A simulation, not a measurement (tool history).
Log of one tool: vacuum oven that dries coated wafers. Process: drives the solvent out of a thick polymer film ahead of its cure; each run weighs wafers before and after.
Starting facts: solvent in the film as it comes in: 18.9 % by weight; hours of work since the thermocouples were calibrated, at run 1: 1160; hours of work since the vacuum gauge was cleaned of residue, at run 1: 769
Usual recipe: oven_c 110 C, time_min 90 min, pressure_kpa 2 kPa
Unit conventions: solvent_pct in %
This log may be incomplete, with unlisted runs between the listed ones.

run	hour	oven_c	time_min	pressure_kpa	hours of work since the thermocouples were calibrated	hours of work since the vacuum gauge was cleaned of residue	solvent_pct
1	0	110	90	2	1160	769	6.73
2	33.9	110	90	2	1180	790	6.72
3	79.5	110	90	2	1208	817	6.79
4	103.5	110	90	2	1222	832	6.81
5	153	99	90	2	1252	862	10.15
# hour 172.6: oven's thermocouples calibrated
6	202.6	99	90	2	18	891	9.54
7	230.4	99	90	2	35	907	9.71
8	277.2	110	90	2	63	936	6.44
9	319.5	110	90	7.2	89	961	11.48
10	345.4	110	90	7.2	105	977	11.29
11	395.2	95	90	2	135	1007	10.96
12	428.3	95	90	2	155	1027	10.83
13	461.6	95	90	2	175	1047	10.98
14	497.1	95	90	2	196	1069	10.75
15	544.4	95	90	2	225	1097	10.84
16	582.4	95	90	2	248	1120	10.84
17	603.4	95	90	2	261	1133	10.92
18	634.7	95	90	2	280	1152	10.78
19	660	110	90	2	295	1167	6.69
20	700.5	110	90	1.76	319	1192	6.37
21	727.5	110	90	1.76	336	1208	6.26
22	749.7	110	90	1.76	349	1222	6.38
23	776.5	114	90	2	365	1238	5.42
24	803.7	114	90	2	382	1254	5.44
25	832.5	110	107	2	399	1272	5.87
26	861.7	110	101	2	417	1289	6.24
27	896.5	110	101	2	438	1311	6.07
28	930.6	110	101	2	459	1331	6.28
29	971.1	101	90	1.49	483	1356	8.81
30	995.4	101	62	1.49	498	1370	10.46
31	1040.4	101	62	1.49	525	1398	10.67
32	1061.2	125	129	1.5	538	1410	1.94
33	1102.7	108	92	3.09	563	1435	8.26
34	1144.2	110	90	5.08	588	1460	9.58
35	1183.6	110	90	5.08	612	1484	9.57
36	1215.7	96	128	2.72	631	1504	10.59
37	1242.9	109	90	1.2	648	1520	6.24
38	1269.7	117	149	3.66	664	1536	4.78
39	1300.7	109	47	5.86	683	1555	12.77
40	1321.4	109	47	5.86	695	1568	12.71
41	1361.4	98	90	2	719	1592	10.53
42	1386.2	99	90	2	734	1607	10.26
43	1430.8	99	90	2	761	1634	10.29
44	1455.9	99	90	2	777	1649	10.14
45	1478.5	98	80	1.17	790	1663	10.17
46	1505.1	104	107	1.31	806	1679	7.34

Estimate the outcome of run 47 from the log above:
47	1554.4	104	107	1.31	836	1709	?

For run 47 the tool returned solvent_pct 7.21 %.
On a tool with no hidden condition, and with the same random variation, this run would have come out at solvent_pct 6.34 %.
